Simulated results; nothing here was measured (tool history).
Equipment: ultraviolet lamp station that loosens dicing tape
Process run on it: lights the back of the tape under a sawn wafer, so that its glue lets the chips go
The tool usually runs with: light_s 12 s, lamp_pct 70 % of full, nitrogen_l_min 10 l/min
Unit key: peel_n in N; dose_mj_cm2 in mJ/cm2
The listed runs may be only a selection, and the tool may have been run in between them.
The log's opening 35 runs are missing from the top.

| run | hour | light_s | lamp_pct | nitrogen_l_min | peel_n | dose_mj_cm2 |
|---|---|---|---|---|---|---|
| 36 | 499.4 | 10 | 72 | 10 | 1.531 | 407 |
| 37 | 509.3 | 6 | 94 | 10 | 2.196 | 321 |
| 38 | 528.2 | 6 | 94 | 10 | 2.209 | 324 |
| 39 | 541.4 | 10 | 94 | 7 | 1.031 | 536 |
| 40 | 552.0 | 10 | 94 | 7 | 1.020 | 538 |
| 41 | 561.6 | 23 | 80 | 16 | 0.103 | 1045 |
| 42 | 581.6 | 20 | 66 | 5 | 0.542 | 760 |
| 43 | 597.0 | 19 | 61 | 18 | 0.320 | 658 |
| 44 | 606.2 | 13 | 70 | 10 | 0.897 | 522 |

Predict each of these 3 candidate next runs independently; none follows another, all start after run 44:
| A | 626.4 | 13 | 70 | 13 | ? | ? |
| B | 626.4 | 21 | 70 | 10 | ? | ? |
| C | 626.4 | 13 | 63 | 5 | ? | ? |

| run | peel_n | dose_mj_cm2 |
|---|---|---|
| A | 0.746 | 517 |
| B | 0.224 | 840 |
| C | 1.636 | 468 |
Take away the tool's hidden state, keep each run's random variation, and the runs would have read:
| run | peel_n | dose_mj_cm2 |
|---|---|---|
| A | 0.742 | 518 |
| B | 0.223 | 842 |
| C | 1.630 | 469 |

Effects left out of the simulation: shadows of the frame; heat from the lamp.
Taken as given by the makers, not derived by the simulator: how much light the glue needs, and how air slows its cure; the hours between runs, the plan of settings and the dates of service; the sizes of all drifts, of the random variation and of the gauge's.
